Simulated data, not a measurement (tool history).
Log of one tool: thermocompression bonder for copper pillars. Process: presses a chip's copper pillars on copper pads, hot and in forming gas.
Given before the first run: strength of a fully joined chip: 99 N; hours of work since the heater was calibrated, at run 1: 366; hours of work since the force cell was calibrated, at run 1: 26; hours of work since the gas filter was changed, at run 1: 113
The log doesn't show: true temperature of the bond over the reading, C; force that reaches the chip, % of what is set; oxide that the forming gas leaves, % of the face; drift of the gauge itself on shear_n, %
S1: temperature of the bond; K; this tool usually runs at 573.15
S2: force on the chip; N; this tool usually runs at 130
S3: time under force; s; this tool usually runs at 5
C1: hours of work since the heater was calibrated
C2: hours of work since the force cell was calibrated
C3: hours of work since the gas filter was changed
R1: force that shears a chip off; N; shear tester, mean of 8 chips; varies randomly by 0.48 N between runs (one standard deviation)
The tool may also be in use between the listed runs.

Run 1, hour 0.0: usual settings; C1 366; C2 26; C3 113. Result: R1 69.9 N.
Run 2, hour 16.7: usual settings; C1 375; C2 35; C3 122. Result: R1 70.5 N.
Run 3, hour 34.1: usual settings; C1 384; C2 44; C3 131. Result: R1 69.6 N.
Run 4, hour 45.6: usual settings but S3 7 s; C1 390; C2 50; C3 137. Result: R1 75.3 N.
Run 5, hour 66.6: usual settings but S2 131 N; C1 401; C2 61; C3 148. Result: R1 69.1 N.
Run 6, hour 92.6: usual settings but S2 131 N; C1 415; C2 75; C3 162. Result: R1 69.8 N.
Run 7, hour 108.3: usual settings but S2 131 N; C1 423; C2 83; C3 170. Result: R1 69.6 N.
Run 8, hour 128.5: usual settings but S3 14 s; C1 434; C2 94; C3 181. Result: R1 86.0 N.
Run 9, hour 142.4: usual settings but S3 14 s; C1 441; C2 101; C3 188. Result: R1 86.3 N.
Run 10, hour 164.2: usual settings; C1 452; C2 112; C3 199. Result: R1 70.1 N.
Run 11, hour 188.9: usual settings but S1 593.15 K; C1 465; C2 125; C3 212. Result: R1 77.9 N.
Run 12, hour 202.0: usual settings but S1 566.15 K; C1 472; C2 132; C3 219. Result: R1 66.5 N.
Run 13, hour 229.3: usual settings but S1 576.15 K; C1 487; C2 147; C3 234. Result: R1 70.8 N.
Run 14, hour 249.2: usual settings but S2 112 N; C1 497; C2 157; C3 244. Result: R1 63.4 N.
Run 15, hour 266.2: usual settings; C1 506; C2 166; C3 253. Result: R1 68.7 N.
Run 16, hour 287.8: usual settings but S2 91 N; C1 517; C2 177; C3 264. Result: R1 55.1 N.
At hour 295.2: forming gas filter changed.
Run 17, hour 300.9: usual settings but S1 561.15 K; C1 524; C2 184; C3 3. Result: R1 64.7 N.
Run 18, hour 315.9: usual settings but S1 544.15 K; C1 532; C2 192; C3 11. Result: R1 55.9 N.
Run 19, hour 339.1: usual settings but S1 544.15 K; C1 544; C2 204; C3 23. Result: R1 55.4 N.
Run 20, hour 354.5: usual settings but S1 544.15 K; C1 552; C2 212; C3 31. Result: R1 57.0 N.
Run 21, hour 379.3: usual settings but S1 544.15 K; C1 565; C2 225; C3 44. Result: R1 55.5 N.
Run 22, hour 399.8: usual settings but S1 577.15 K, S2 140 N; C1 576; C2 236; C3 55. Result: R1 74.6 N.
Run 23, hour 424.4: usual settings but S1 546.15 K, S2 118 N, S3 7 s; C1 589; C2 249; C3 68. Result: R1 58.4 N.
Run 24, hour 445.8: usual settings but S1 546.15 K, S2 118 N, S3 7 s; C1 600; C2 260; C3 79. Result: R1 59.6 N.
Run 25, hour 468.3: usual settings but S1 580.15 K, S2 133 N; C1 612; C2 272; C3 91. Result: R1 73.5 N.
Run 26, hour 492.0: usual settings but S1 580.15 K, S2 133 N; C1 624; C2 284; C3 103. Result: R1 74.0 N.
Run 27, hour 508.7: usual settings but S1 555.15 K, S2 166 N, S3 3 s; C1 633; C2 293; C3 112. Result: R1 62.5 N.
Run 28, hour 527.9: usual settings but S1 582.15 K, S2 111 N, S3 6 s; C1 643; C2 303; C3 122. Result: R1 71.4 N.
Run 29, hour 553.5: usual settings but S1 549.15 K, S2 82 N, S3 3 s; C1 656; C2 316; C3 136. Result: R1 32.9 N.
Run 30, hour 578.6: usual settings but S1 549.15 K, S2 82 N, S3 3 s; C1 670; C2 330; C3 149. Result: R1 32.6 N.
Run 31, hour 593.1: usual settings but S1 552.15 K, S2 187 N; C1 677; C2 337; C3 156. Result: R1 75.5 N.
Run 32, hour 608.5: usual settings but S1 552.15 K, S2 187 N; C1 685; C2 345; C3 165. Result: R1 76.2 N.
Run 33, hour 629.4: usual settings but S1 552.15 K, S2 187 N; C1 696; C2 356; C3 175. Result: R1 74.7 N.
Run 34, hour 652.2: usual settings but S1 552.15 K, S2 187 N; C1 708; C2 368; C3 187. Result: R1 74.7 N.
Run 35, hour 663.6: usual settings but S3 14 s; C1 714; C2 374; C3 193. Result: R1 84.8 N.
Run 36, hour 679.9: usual settings but S1 596.15 K, S2 171 N, S3 6 s; C1 723; C2 383; C3 202. Result: R1 90.5 N.
Run 37, hour 695.0: usual settings but S1 570.15 K, S2 124 N, S3 6 s; C1 731; C2 391; C3 210. Result: R1 69.3 N.
Run 38, hour 709.1: usual settings but S1 563.15 K, S2 103 N, S3 9 s; C1 738; C2 398; C3 217. Result: R1 66.0 N.
Run 39, hour 724.9: usual settings but S1 563.15 K, S2 103 N, S3 9 s; C1 746; C2 406; C3 226. Result: R1 66.7 N.

Below are 4 alternative next runs, each starting from the tool's condition after run 39. Predict each:
Run A, hour 749.4: usual settings but S1 588.15 K; C1 759; C2 419; C3 238. Result: R1 ?.
Run B, hour 749.4: usual settings but S1 547.15 K, S2 103 N; C1 759; C2 419; C3 238. Result: R1 ?.
Run C, hour 749.4: usual settings but S1 568.15 K; C1 759; C2 419; C3 238. Result: R1 ?.
Run D, hour 749.4: usual settings but S1 578.15 K, S2 162 N, S3 9 s; C1 759; C2 419; C3 238. Result: R1 ?.

run    R1
  A  75.5
  B  48.2
  C  67.0
  D  89.1
Without the tool's hidden state the same runs would have given:
run    R1
  A  75.7
  B  48.3
  C  67.1
  D  89.2
